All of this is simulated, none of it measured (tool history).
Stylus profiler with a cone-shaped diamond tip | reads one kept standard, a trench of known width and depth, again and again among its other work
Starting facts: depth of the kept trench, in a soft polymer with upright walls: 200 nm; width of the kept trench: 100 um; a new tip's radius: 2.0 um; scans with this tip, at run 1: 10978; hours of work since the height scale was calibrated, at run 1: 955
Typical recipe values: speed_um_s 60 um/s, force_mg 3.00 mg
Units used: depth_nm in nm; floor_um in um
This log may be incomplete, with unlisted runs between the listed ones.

run,day,speed_um_s,force_mg,scans with this tip,hours of work since the height scale was calibrated,depth_nm,floor_um
1,0.000,60,3.00,10978,955,203.41,96.62
2,0.550,60,1.36,11099,966,202.22,96.49
3,1.338,60,1.36,11271,981,202.05,96.45
4,2.038,60,1.36,11425,994,202.18,96.44
# day 2.892: new tip fitted, height scale calibrated
5,2.900,60,1.36,2,0,202.14,97.70
6,3.404,21,3.00,113,10,203.37,98.12
7,4.012,216,3.00,246,21,203.40,97.08
8,4.558,60,7.40,366,32,206.19,97.96
9,5.212,60,3.00,509,44,203.38,97.81
10,5.796,60,3.00,636,55,203.45,97.82
11,6.150,60,3.00,715,62,203.37,97.77
12,6.612,60,3.00,815,71,203.53,97.78
13,7.229,60,3.00,951,83,203.41,97.79
14,7.567,60,3.00,1025,89,203.39,97.72
15,7.954,19,3.00,1109,96,203.43,97.89
16,8.679,19,3.00,1269,110,203.52,97.92
17,9.342,19,3.00,1414,123,203.40,97.90
18,9.808,19,3.00,1516,132,203.46,97.89
19,10.462,19,3.00,1660,144,203.54,97.85
20,11.025,60,7.43,1783,155,206.09,97.69
21,11.567,60,3.27,1901,165,203.72,97.65
22,11.942,60,3.27,1983,173,203.65,97.58
23,12.346,60,1.73,2071,180,202.43,97.54
24,13.021,55,1.11,2220,193,201.89,97.47
25,13.692,234,4.62,2366,206,204.69,96.89
26,14.229,15,4.62,2484,216,204.62,97.82
27,14.988,19,4.62,2651,231,204.58,97.78
28,15.617,26,1.60,2788,243,202.34,97.62
29,16.262,56,1.23,2930,255,201.89,97.34
30,16.946,56,1.23,3080,268,201.95,97.31
31,17.329,56,1.23,3164,275,201.95,97.29
32,17.838,56,1.23,3275,285,202.00,97.30
33,18.304,56,1.23,3377,294,201.97,97.29
34,18.717,56,1.23,3467,302,202.07,97.29
35,19.421,104,3.87,3622,315,204.21,97.26
36,20.029,60,6.92,3755,327,205.88,97.53
37,20.642,182,1.21,3889,338,202.00,96.19
38,21.150,28,4.16,4001,348,204.30,97.46
39,21.762,48,1.47,4135,360,202.26,97.31
40,22.388,21,2.78,4272,372,203.40,97.43
41,22.712,21,2.78,4343,378,203.38,97.45
42,23.167,87,3.80,4442,386,204.04,97.26
43,23.883,34,8.04,4600,400,206.59,97.49
44,24.496,34,8.04,4734,412,206.57,97.46
45,24.867,34,8.04,4815,419,206.59,97.40
46,25.308,34,8.04,4912,427,206.58,97.45

Here are 5 independent what-if runs from the current tool condition. What would each one return?
A,26.088,150,1.01,5083,442,?,?
B,26.088,33,1.30,5083,442,?,?
C,26.088,34,3.15,5083,442,?,?
D,26.088,36,2.98,5083,442,?,?
E,26.088,203,6.55,5083,442,?,?

run,depth_nm,floor_um
A,201.76,96.19
B,202.19,97.20
C,203.54,97.35
D,203.46,97.34
E,205.79,96.80
With the hidden condition removed and each run's random variation left untouched, the same runs would have given:
run,depth_nm,floor_um
A,201.53,96.93
B,201.95,97.94
C,203.31,98.08
D,203.23,98.08
E,205.55,97.53
